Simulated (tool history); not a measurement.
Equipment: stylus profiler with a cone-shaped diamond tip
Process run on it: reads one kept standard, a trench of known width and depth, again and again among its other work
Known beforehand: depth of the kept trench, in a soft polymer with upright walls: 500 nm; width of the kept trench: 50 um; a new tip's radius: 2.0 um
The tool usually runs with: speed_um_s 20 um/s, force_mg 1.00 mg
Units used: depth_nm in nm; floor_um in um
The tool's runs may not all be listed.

run,hour,speed_um_s,force_mg,depth_nm,floor_um
1,0.0,20,1.00,503.28,46.64
2,23.5,20,0.36,501.34,46.47
3,46.8,7,1.00,503.14,46.74
4,76.8,20,1.00,502.88,46.56
5,89.0,20,1.00,503.27,46.61
6,106.6,36,1.00,503.07,46.39
7,131.5,22,0.85,502.27,46.50
8,154.6,22,0.85,502.47,46.44
9,184.7,7,0.50,501.24,46.60

Forecast run 10:
10,199.5,20,2.16,?,?

depth_nm: 505.29 nm
floor_um: 46.55 um
Had the tool carried no hidden state, the very same run would have given depth_nm 506.22 nm, floor_um 47.25 um.
